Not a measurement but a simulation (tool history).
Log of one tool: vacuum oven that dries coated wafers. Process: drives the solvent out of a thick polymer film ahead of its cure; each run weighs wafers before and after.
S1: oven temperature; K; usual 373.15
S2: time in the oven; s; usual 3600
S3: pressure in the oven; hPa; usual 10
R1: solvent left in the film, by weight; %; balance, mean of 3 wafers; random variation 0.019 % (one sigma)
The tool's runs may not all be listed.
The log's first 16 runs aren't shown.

run    hour      S1    S2    S3    R1
 17  1433.6  373.15  3600    10  1.83
 18  1532.6  380.15  3600    10  0.79
 19  1624.8  380.15  3600    10  0.82
 20  1729.6  384.15  6240    10   0.2
 21  1788.7  384.15  6240    10  0.24
 22  1854.5  386.15  4200   6.4  0.22
 23  1958.9  373.15  3000   8.5  2.25
 24  2028.7  359.15  3360    10  5.23
 25  2123.7  359.15  3360    10  5.23
 26  2221.1  368.15  3180    10   3.1
 27  2301.9  379.15  3360  22.3  1.25
 28    2370  375.15  6420  18.4  0.65
 29  2424.8  375.15  6420  18.4   0.7
 30    2549  358.15  3600  28.2  5.66
 31  2634.1  358.15  3600  28.2  5.62
 32    2701  367.15  5700  14.9  1.52
 33  2779.3  367.15  5700  14.9  1.52
 34  2904.8  367.15  5700  14.9  1.51

Forecast each of these 4 alternatives for the next run:
  A  2960.9  367.15  1860   5.9   ?
  B  2960.9  370.15  2280   5.7   ?
  C  2960.9  367.15  1980  33.2   ?
  D  2960.9  367.15  3660  14.9   ?

run    R1
  A  5.41
  B  3.82
  C  5.73
  D  2.82
Without the tool's hidden state the same runs would have given:
run    R1
  A  5.77
  B  4.18
  C  6.11
  D  3.14
